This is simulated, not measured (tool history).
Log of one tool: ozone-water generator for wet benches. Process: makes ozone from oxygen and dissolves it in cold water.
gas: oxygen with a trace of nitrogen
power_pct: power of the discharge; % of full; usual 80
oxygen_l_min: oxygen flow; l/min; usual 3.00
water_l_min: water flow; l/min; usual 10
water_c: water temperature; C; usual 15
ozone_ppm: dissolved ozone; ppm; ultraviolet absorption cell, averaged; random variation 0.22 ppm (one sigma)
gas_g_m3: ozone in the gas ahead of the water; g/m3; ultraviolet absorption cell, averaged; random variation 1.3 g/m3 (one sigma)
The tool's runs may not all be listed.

| run | hour | power_pct | oxygen_l_min | water_l_min | water_c | ozone_ppm | gas_g_m3 |
|---|---|---|---|---|---|---|---|
| 1 | 0.0 | 80 | 3.00 | 10 | 15 | 28.8 | 228.9 |
| 2 | 100.3 | 80 | 3.00 | 10 | 15 | 28.7 | 227.7 |
| 3 | 206.0 | 80 | 3.00 | 10 | 15 | 28.7 | 230.4 |
| 4 | 308.1 | 81 | 3.00 | 10 | 15 | 29.1 | 229.0 |
| 5 | 395.3 | 81 | 3.00 | 10 | 15 | 28.9 | 229.9 |
| 6 | 452.5 | 81 | 3.00 | 10 | 15 | 28.9 | 231.2 |
| 7 | 564.8 | 81 | 3.00 | 10 | 10 | 30.6 | 229.9 |
| 8 | 622.1 | 81 | 3.00 | 10 | 10 | 30.8 | 229.8 |
| 9 | 698.6 | 80 | 3.00 | 10 | 15 | 28.2 | 225.9 |
| 10 | 773.1 | 80 | 3.00 | 11 | 15 | 26.1 | 224.8 |
| 11 | 843.2 | 80 | 3.00 | 11 | 15 | 25.9 | 225.0 |
| 12 | 918.0 | 80 | 3.00 | 11 | 15 | 26.3 | 226.9 |
| 13 | 1054.7 | 80 | 3.00 | 11 | 15 | 25.9 | 225.7 |
| 14 | 1124.5 | 80 | 3.00 | 11 | 15 | 25.6 | 224.2 |
| 15 | 1224.7 | 80 | 3.00 | 14 | 15 | 20.7 | 223.7 |
| 16 | 1362.6 | 80 | 4.56 | 10 | 15 | 28.2 | 184.9 |
| 17 | 1446.7 | 80 | 4.56 | 10 | 15 | 27.8 | 188.3 |
| 18 | 1540.7 | 80 | 4.56 | 10 | 15 | 28.3 | 185.6 |
| 19 | 1663.6 | 62 | 3.32 | 10 | 15 | 22.7 | 174.0 |
| 20 | 1770.8 | 80 | 3.16 | 10 | 20 | 25.5 | 217.3 |
| 21 | 1835.0 | 52 | 3.00 | 11 | 10 | 19.4 | 158.3 |
| 22 | 1922.3 | 67 | 4.41 | 11 | 10 | 24.5 | 164.3 |
| 23 | 2023.2 | 67 | 4.41 | 11 | 10 | 24.6 | 163.0 |
| 24 | 2136.2 | 92 | 4.41 | 6 | 10 | 46.8 | 208.1 |
| 25 | 2241.9 | 92 | 4.41 | 6 | 10 | 46.0 | 207.5 |
| 26 | 2333.8 | 92 | 4.41 | 6 | 10 | 46.6 | 207.5 |
| 27 | 2424.3 | 86 | 2.96 | 13 | 9 | 27.5 | 238.8 |
| 28 | 2543.3 | 80 | 3.00 | 10 | 21 | 27.1 | 221.5 |
| 29 | 2661.2 | 95 | 3.00 | 10 | 15 | 34.1 | 252.0 |
| 30 | 2719.5 | 42 | 3.62 | 10 | 15 | 18.4 | 123.3 |
| 31 | 2775.7 | 70 | 3.00 | 8 | 15 | 30.9 | 198.4 |
| 32 | 2845.4 | 70 | 3.00 | 14 | 20 | 19.1 | 198.6 |

Taken out of this log: 1 entry between the listed runs. Where each belongs, and how the hidden state differs across it:
Between runs 26 and 27: contactor cleaned (hour 2379.5)
  yield of the discharge, % of new electrodes': 90.6 -> 90.5; contactor's efficiency, % of a clean one's: 77 -> 99; true water temperature over the reading, C: 0.26 -> 0.27
  measured less the result without the state, ozone_ppm: -10.4 -> -3.6 ppm; gas_g_m3: -26.6 -> -29.5 g/m3
